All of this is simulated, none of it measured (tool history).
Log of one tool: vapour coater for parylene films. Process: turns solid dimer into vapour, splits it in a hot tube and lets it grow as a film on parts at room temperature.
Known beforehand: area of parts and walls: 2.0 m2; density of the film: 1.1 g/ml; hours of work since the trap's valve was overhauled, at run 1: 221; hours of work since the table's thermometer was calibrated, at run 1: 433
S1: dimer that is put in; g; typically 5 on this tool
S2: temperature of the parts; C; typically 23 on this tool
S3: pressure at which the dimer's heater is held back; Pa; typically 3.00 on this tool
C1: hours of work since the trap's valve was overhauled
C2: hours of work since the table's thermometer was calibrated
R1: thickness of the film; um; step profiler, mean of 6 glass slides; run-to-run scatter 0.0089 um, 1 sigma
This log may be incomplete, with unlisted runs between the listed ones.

run   hour  S1  S2    S3   C1   C2     R1
  1    0.0   5  23  3.00  221  433  1.348
  2   29.0   5  23  3.00  240  452  1.330
      46.7  -- trap's valve overhauled
  3   50.9   5  23  3.00    3  464  1.306
  4   82.2   5  23  3.00   24  485  1.293
  5  113.2   5  21  3.00   45  506  1.389
     127.6  -- trap's valve overhauled, once more
  6  143.0   5  21  3.00   10  523  1.499
  7  165.0   3  24  6.00   25  538  0.714
  8  187.9   9  23  7.29   40  554  2.167
  9  220.6   7  19  4.66   62  576  2.043
 10  241.3   3  24  4.33   76  589  0.761

Predict each of these 3 candidate next runs independently; none follows another, all start after run 10:
  A  272.1   6  23  3.00  97  610   ?
  B  272.1   5  21  2.27  97  610   ?
  C  272.1   7  23  4.28  97  610   ?

run     R1
  A  1.659
  B  1.535
  C  1.794
The same runs, with their run-to-run variation unchanged, on a tool lacking any hidden condition would have given:
run     R1
  A  1.736
  B  1.607
  C  1.879

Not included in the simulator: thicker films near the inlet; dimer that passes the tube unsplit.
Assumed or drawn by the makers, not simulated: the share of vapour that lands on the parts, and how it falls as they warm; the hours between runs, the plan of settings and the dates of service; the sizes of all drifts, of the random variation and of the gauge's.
